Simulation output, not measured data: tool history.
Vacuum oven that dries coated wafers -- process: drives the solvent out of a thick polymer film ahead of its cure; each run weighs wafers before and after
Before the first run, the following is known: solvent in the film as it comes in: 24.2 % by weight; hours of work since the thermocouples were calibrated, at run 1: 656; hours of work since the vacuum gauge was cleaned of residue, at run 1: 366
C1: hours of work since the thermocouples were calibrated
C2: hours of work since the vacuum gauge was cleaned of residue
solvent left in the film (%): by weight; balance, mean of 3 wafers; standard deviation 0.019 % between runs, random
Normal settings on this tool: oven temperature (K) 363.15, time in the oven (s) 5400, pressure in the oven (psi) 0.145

Run 1, hour 0.0: usual settings; C1 656; C2 366. Result: solvent left in the film (%) 2.95.
Run 2, hour 15.0: usual settings but time in the oven (s) 5580; C1 664; C2 374. Result: solvent left in the film (%) 2.83.
Run 3, hour 36.2: usual settings; C1 675; C2 385. Result: solvent left in the film (%) 2.93.
Run 4, hour 58.5: usual settings but time in the oven (s) 3480; C1 687; C2 397. Result: solvent left in the film (%) 5.15.
Run 5, hour 69.7: usual settings but time in the oven (s) 3480; C1 692; C2 403. Result: solvent left in the film (%) 5.08.
Run 6, hour 81.6: usual settings but pressure in the oven (psi) 0.225; C1 699; C2 409. Result: solvent left in the film (%) 3.67.
Run 7, hour 103.2: usual settings but pressure in the oven (psi) 0.120; C1 710; C2 420. Result: solvent left in the film (%) 2.72.
Run 8, hour 125.4: usual settings but pressure in the oven (psi) 0.120; C1 722; C2 432. Result: solvent left in the film (%) 2.71.
Run 9, hour 144.2: usual settings but oven temperature (K) 352.15, pressure in the oven (psi) 0.120; C1 731; C2 442. Result: solvent left in the film (%) 6.69.
Run 10, hour 155.2: usual settings but oven temperature (K) 352.15, pressure in the oven (psi) 0.136; C1 737; C2 447. Result: solvent left in the film (%) 6.87.
Run 11, hour 173.6: usual settings but oven temperature (K) 348.15, pressure in the oven (psi) 0.136; C1 747; C2 457. Result: solvent left in the film (%) 8.67.
Run 12, hour 185.2: usual settings but oven temperature (K) 348.15, pressure in the oven (psi) 0.136; C1 753; C2 463. Result: solvent left in the film (%) 8.72.
Run 13, hour 202.4: usual settings but time in the oven (s) 7980; C1 762; C2 472. Result: solvent left in the film (%) 1.93.
Run 14, hour 211.9: usual settings but time in the oven (s) 7980; C1 767; C2 477. Result: solvent left in the film (%) 1.91.
Run 15, hour 230.7: usual settings but time in the oven (s) 7980; C1 777; C2 487. Result: solvent left in the film (%) 1.88.
Run 16, hour 245.3: usual settings but time in the oven (s) 7980; C1 784; C2 495. Result: solvent left in the film (%) 1.87.
Run 17, hour 255.8: usual settings but time in the oven (s) 7980; C1 790; C2 500. Result: solvent left in the film (%) 1.90.
Run 18, hour 274.5: usual settings but oven temperature (K) 360.15; C1 799; C2 510. Result: solvent left in the film (%) 3.79.
Run 19, hour 285.6: usual settings; C1 805; C2 516. Result: solvent left in the film (%) 2.94.
Run 20, hour 300.7: usual settings but time in the oven (s) 3420; C1 813; C2 523. Result: solvent left in the film (%) 5.13.
Run 21, hour 310.0: usual settings but pressure in the oven (psi) 0.210; C1 818; C2 528. Result: solvent left in the film (%) 3.51.
Run 22, hour 326.2: usual settings but pressure in the oven (psi) 0.210; C1 826; C2 537. Result: solvent left in the film (%) 3.58.
Run 23, hour 347.3: usual settings but oven temperature (K) 362.15, pressure in the oven (psi) 0.210; C1 837; C2 548. Result: solvent left in the film (%) 3.76.
Run 24, hour 357.1: usual settings but pressure in the oven (psi) 0.292; C1 842; C2 553. Result: solvent left in the film (%) 4.29.
Run 25, hour 377.8: usual settings but oven temperature (K) 350.15, time in the oven (s) 3120, pressure in the oven (psi) 0.136; C1 853; C2 564. Result: solvent left in the film (%) 11.30.
Run 26, hour 388.2: usual settings but oven temperature (K) 353.15, pressure in the oven (psi) 0.238; C1 859; C2 569. Result: solvent left in the film (%) 7.55.
Run 27, hour 403.7: usual settings but oven temperature (K) 365.15, time in the oven (s) 3480, pressure in the oven (psi) 0.318; C1 867; C2 577. Result: solvent left in the film (%) 5.68.
Run 28, hour 421.9: usual settings but oven temperature (K) 376.15, pressure in the oven (psi) 0.116; C1 876; C2 587. Result: solvent left in the film (%) 0.85.
Run 29, hour 437.2: usual settings but oven temperature (K) 371.15, time in the oven (s) 8220, pressure in the oven (psi) 0.200; C1 884; C2 595. Result: solvent left in the film (%) 1.55.
Run 30, hour 453.7: usual settings but oven temperature (K) 371.15, time in the oven (s) 8220, pressure in the oven (psi) 0.200; C1 893; C2 603. Result: solvent left in the film (%) 1.56.
Run 31, hour 476.7: usual settings but oven temperature (K) 354.15, time in the oven (s) 9120, pressure in the oven (psi) 0.302; C1 905; C2 615. Result: solvent left in the film (%) 5.51.
Run 32, hour 489.6: usual settings but oven temperature (K) 355.15, time in the oven (s) 7620, pressure in the oven (psi) 0.302; C1 912; C2 622. Result: solvent left in the film (%) 5.83.
Run 33, hour 503.6: usual settings but time in the oven (s) 5700, pressure in the oven (psi) 0.252; C1 919; C2 629. Result: solvent left in the film (%) 3.74.
Run 34, hour 521.2: usual settings but time in the oven (s) 3180, pressure in the oven (psi) 0.354; C1 928; C2 639. Result: solvent left in the film (%) 7.24.
Run 35, hour 542.0: usual settings but oven temperature (K) 368.15, time in the oven (s) 9480, pressure in the oven (psi) 0.325; C1 939; C2 649. Result: solvent left in the film (%) 2.73.
Run 36, hour 553.4: usual settings but oven temperature (K) 368.15, time in the oven (s) 9480, pressure in the oven (psi) 0.325; C1 945; C2 655. Result: solvent left in the film (%) 2.74.
At hour 573.4: oven's thermocouples calibrated.
Run 37, hour 578.6: usual settings but oven temperature (K) 366.15, pressure in the oven (psi) 0.199; C1 3; C2 667. Result: solvent left in the film (%) 3.00.
Run 38, hour 589.8: usual settings but oven temperature (K) 359.15, time in the oven (s) 7740, pressure in the oven (psi) 0.073; C1 9; C2 673. Result: solvent left in the film (%) 2.29.
Run 39, hour 605.0: usual settings but oven temperature (K) 353.15, time in the oven (s) 8940, pressure in the oven (psi) 0.073; C1 17; C2 681. Result: solvent left in the film (%) 3.37.
Run 40, hour 625.7: usual settings but oven temperature (K) 376.15, time in the oven (s) 8820, pressure in the oven (psi) 0.287; C1 27; C2 692. Result: solvent left in the film (%) 1.88.
Run 41, hour 644.5: usual settings but oven temperature (K) 367.15, time in the oven (s) 8520, pressure in the oven (psi) 0.175; C1 37; C2 702. Result: solvent left in the film (%) 1.82.
Run 42, hour 663.7: usual settings but oven temperature (K) 367.15, time in the oven (s) 8520, pressure in the oven (psi) 0.175; C1 47; C2 712. Result: solvent left in the film (%) 1.81.
Run 43, hour 674.9: usual settings but oven temperature (K) 368.15; C1 53; C2 718. Result: solvent left in the film (%) 2.14.
Run 44, hour 693.0: usual settings but oven temperature (K) 368.15; C1 62; C2 727. Result: solvent left in the film (%) 2.13.
Run 45, hour 711.6: usual settings but oven temperature (K) 357.15, time in the oven (s) 4200; C1 72; C2 737. Result: solvent left in the film (%) 6.88.
Run 46, hour 723.1: usual settings but oven temperature (K) 350.15, time in the oven (s) 4200, pressure in the oven (psi) 0.086; C1 78; C2 743. Result: solvent left in the film (%) 9.41.
Run 47, hour 736.4: usual settings but oven temperature (K) 350.15, time in the oven (s) 4200, pressure in the oven (psi) 0.086; C1 85; C2 750. Result: solvent left in the film (%) 9.45.
Run 48, hour 746.7: usual settings but oven temperature (K) 378.15, time in the oven (s) 4200, pressure in the oven (psi) 0.139; C1 90; C2 755. Result: solvent left in the film (%) 1.18.

3 options for the next run, each taken on its own from the tool as it stands now. Forecast them:
Run A, hour 766.2: usual settings but oven temperature (K) 352.15, time in the oven (s) 7920, pressure in the oven (psi) 0.135; C1 101; C2 765. Result: solvent left in the film (%) ?.
Run B, hour 766.2: usual settings but oven temperature (K) 351.15, time in the oven (s) 8040, pressure in the oven (psi) 0.131; C1 101; C2 765. Result: solvent left in the film (%) ?.
Run C, hour 766.2: usual settings but oven temperature (K) 354.15, time in the oven (s) 5580, pressure in the oven (psi) 0.249; C1 101; C2 765. Result: solvent left in the film (%) ?.

run  solvent left in the film (%)
  A                          5.20
  B                          5.43
  C                          7.69
The same runs, with their run-to-run variation unchanged, on a tool lacking any hidden condition would have given:
run  solvent left in the film (%)
  A                          4.86
  B                          5.08
  C                          7.34
